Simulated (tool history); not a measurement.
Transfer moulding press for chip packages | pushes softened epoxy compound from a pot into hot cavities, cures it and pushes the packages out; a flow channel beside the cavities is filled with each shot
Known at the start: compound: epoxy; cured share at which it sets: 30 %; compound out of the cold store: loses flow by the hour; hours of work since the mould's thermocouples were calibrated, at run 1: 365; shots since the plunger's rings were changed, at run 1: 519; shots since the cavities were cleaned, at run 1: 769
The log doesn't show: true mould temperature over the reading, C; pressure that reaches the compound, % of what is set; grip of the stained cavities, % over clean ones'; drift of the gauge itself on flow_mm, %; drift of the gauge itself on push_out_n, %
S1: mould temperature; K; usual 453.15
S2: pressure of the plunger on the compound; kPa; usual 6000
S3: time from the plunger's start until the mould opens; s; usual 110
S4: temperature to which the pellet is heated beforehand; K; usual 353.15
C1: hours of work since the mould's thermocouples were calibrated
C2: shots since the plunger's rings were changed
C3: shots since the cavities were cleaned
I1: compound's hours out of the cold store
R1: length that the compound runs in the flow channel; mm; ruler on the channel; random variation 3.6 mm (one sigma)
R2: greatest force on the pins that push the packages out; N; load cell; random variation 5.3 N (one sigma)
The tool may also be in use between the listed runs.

Run 1, hour 0: usual settings; C1 365; C2 519; C3 769; I1 9.5. Result: R1 818 mm, R2 299 N.
Run 2, hour 14.5: usual settings; C1 371; C2 623; C3 873; I1 30.5. Result: R1 772 mm, R2 287 N.
Run 3, hour 26.8: usual settings; C1 377; C2 711; C3 961; I1 42.3. Result: R1 738 mm, R2 312 N.
At hour 34.9: cavities cleaned with cleaning compound and waxed.
Run 4, hour 52.5: usual settings; C1 387; C2 884; C3 126; I1 46.3. Result: R1 729 mm, R2 382 N.
Run 5, hour 64.7: usual settings; C1 392; C2 972; C3 214; I1 42.6. Result: R1 734 mm, R2 367 N.
Run 6, hour 77.6: usual settings but S2 5410 kPa; C1 398; C2 1064; C3 306; I1 36.2. Result: R1 712 mm, R2 383 N.
Run 7, hour 88.5: usual settings; C1 402; C2 1143; C3 385; I1 29.3. Result: R1 769 mm, R2 368 N.
At hour 103.8: mould's thermocouples calibrated.
Run 8, hour 107.9: usual settings; C1 2; C2 1268; C3 510; I1 43.1. Result: R1 736 mm, R2 373 N.
Run 9, hour 118.4: usual settings; C1 6; C2 1343; C3 585; I1 44. Result: R1 729 mm, R2 377 N.
Run 10, hour 139.3: usual settings; C1 15; C2 1493; C3 735; I1 45.4. Result: R1 724 mm, R2 372 N.
Run 11, hour 163.6: usual settings; C1 26; C2 1667; C3 909; I1 15.9. Result: R1 797 mm, R2 352 N.
At hour 170.2: cavities cleaned with cleaning compound and waxed, once more.
Run 12, hour 180.7: usual settings; C1 32; C2 1779; C3 75; I1 8.3. Result: R1 827 mm, R2 196 N.
Run 13, hour 204.6: usual settings; C1 42; C2 1951; C3 247; I1 17.2. Result: R1 796 mm, R2 224 N.
Run 14, hour 226.3: usual settings; C1 52; C2 2107; C3 403; I1 36.4. Result: R1 743 mm, R2 253 N.
Run 15, hour 238.1: usual settings; C1 57; C2 2191; C3 487; I1 19.5. Result: R1 779 mm, R2 262 N.
Run 16, hour 261.1: usual settings but S3 108 s, S4 349.15 K; C1 67; C2 2356; C3 652; I1 15.3. Result: R1 796 mm, R2 284 N.
Run 17, hour 275.8: usual settings but S3 108 s, S4 349.15 K; C1 73; C2 2462; C3 758; I1 43.8. Result: R1 728 mm, R2 295 N.
Run 18, hour 298.4: usual settings but S1 454.15 K, S2 4980 kPa, S3 148 s, S4 350.15 K; C1 83; C2 2624; C3 920; I1 46.2. Result: R1 651 mm, R2 277 N.
At hour 312.6: cavities cleaned with cleaning compound and waxed.
Run 19, hour 316.3: usual settings but S1 456.15 K, S3 144 s; C1 90; C2 2742; C3 27; I1 46.3. Result: R1 710 mm, R2 172 N.
Run 20, hour 340.8: usual settings but S1 456.15 K, S3 144 s, S4 359.15 K; C1 100; C2 2918; C3 203; I1 47.6. Result: R1 702 mm, R2 200 N.
Run 21, hour 361.5: usual settings but S1 456.15 K, S3 144 s, S4 359.15 K; C1 109; C2 3066; C3 351; I1 30.6. Result: R1 747 mm, R2 236 N.
Run 22, hour 372.1: usual settings; C1 113; C2 3142; C3 427; I1 25. Result: R1 763 mm, R2 263 N.
Run 23, hour 394.6: usual settings; C1 123; C2 3304; C3 589; I1 23.5. Result: R1 772 mm, R2 285 N.
Run 24, hour 418.1: usual settings but S1 460.15 K, S2 4860 kPa, S3 131 s, S4 347.15 K; C1 133; C2 3473; C3 758; I1 40.9. Result: R1 641 mm, R2 267 N.
Run 25, hour 435.2: usual settings but S1 460.15 K, S2 4860 kPa, S3 131 s, S4 347.15 K; C1 140; C2 3595; C3 880; I1 42.5. Result: R1 631 mm, R2 278 N.
At hour 454.7: cavities cleaned with cleaning compound and waxed.
Run 26, hour 455.4: usual settings but S1 460.15 K, S2 6200 kPa, S3 117 s, S4 347.15 K; C1 148; C2 3730; C3 6; I1 20.9. Result: R1 763 mm, R2 167 N.
Run 27, hour 466: usual settings but S1 460.15 K, S3 126 s, S4 362.15 K; C1 153; C2 3805; C3 81; I1 42.7. Result: R1 697 mm, R2 188 N.

5 ways to go on from here, each from the tool as it stands after run 27. What would each give?
Run A, hour 489.9: usual settings but S1 460.15 K, S3 124 s, S4 362.15 K; C1 163; C2 3977; C3 253; I1 23.6. Result: R1 ?, R2 ?.
Run B, hour 489.9: usual settings but S1 459.15 K, S2 6370 kPa, S3 138 s, S4 362.15 K; C1 163; C2 3977; C3 253; I1 9.3. Result: R1 ?, R2 ?.
Run C, hour 489.9: usual settings but S3 90 s; C1 163; C2 3977; C3 253; I1 15. Result: R1 ?, R2 ?.
Run D, hour 489.9: usual settings but S2 5070 kPa, S4 350.15 K; C1 163; C2 3977; C3 253; I1 32.6. Result: R1 ?, R2 ?.
Run E, hour 489.9: usual settings but S3 126 s, S4 362.15 K; C1 163; C2 3977; C3 253; I1 11.4. Result: R1 ?, R2 ?.

run   R1   R2
  A  743  209
  B  806  216
  C  779  288
  D  686  225
  E  792  221
Without the tool's hidden state the same runs would have given:
run   R1   R2
  A  767  155
  B  832  161
  C  804  219
  D  709  168
  E  818  165
